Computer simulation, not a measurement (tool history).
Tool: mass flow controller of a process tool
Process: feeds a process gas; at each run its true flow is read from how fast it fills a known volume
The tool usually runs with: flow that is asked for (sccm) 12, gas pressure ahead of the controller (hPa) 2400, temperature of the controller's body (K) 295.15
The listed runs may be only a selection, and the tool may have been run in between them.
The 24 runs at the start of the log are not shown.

run	hour	flow that is asked for (sccm)	gas pressure ahead of the controller (hPa)	temperature of the controller's body (K)	hours of work since the controller was set to zero	hours of work since the controller was changed	true flow (%)
25	6593.8	9	2160	295.15	6402	6402	97.88
26	6896.6	9	2160	295.15	6606	6606	97.84
27	7180.7	11	2620	306.15	6798	6798	97.97
28	7536.4	11	2620	306.15	7037	7037	98.07
29	7759.2	12	2030	295.15	7187	7187	98.59
30	7942.5	4	2420	303.15	7311	7311	94.16
# hour 7976.7: controller's zero set anew
31	8203.1	4	2420	303.15	153	7486	98.91
32	8428.7	4	2420	303.15	305	7638	98.95
33	8625.5	4	1730	296.15	437	7771	98.80
34	8905.4	12	1960	295.15	626	7959	100.07
35	9195.1	12	2400	305.15	821	8154	99.65
36	9576.1	12	1900	305.15	1077	8411	99.50
37	9851.4	12	1900	299.15	1263	8597	99.76
38	10049.1	6	1900	309.15	1396	8730	98.33
39	10284.7	12	2130	298.15	1555	8888	99.89
40	10531.4	12	2130	298.15	1721	9055	99.77
41	10908.6	12	2130	298.15	1975	9309	99.72
42	11283.7	12	2130	298.15	2228	9561	99.85
43	11513.4	5	2120	300.15	2383	9716	98.25
44	11731.2	3	2070	299.15	2529	9863	97.09

Run 45, settings as shown, results not yet in. Your forecast:
45	12009.2	15	2560	294.15	2717	10050	?

true flow (%): 100.57
Were there no unlogged condition in the tool, this run, its random variation unchanged, would have produced true flow (%) 99.94.

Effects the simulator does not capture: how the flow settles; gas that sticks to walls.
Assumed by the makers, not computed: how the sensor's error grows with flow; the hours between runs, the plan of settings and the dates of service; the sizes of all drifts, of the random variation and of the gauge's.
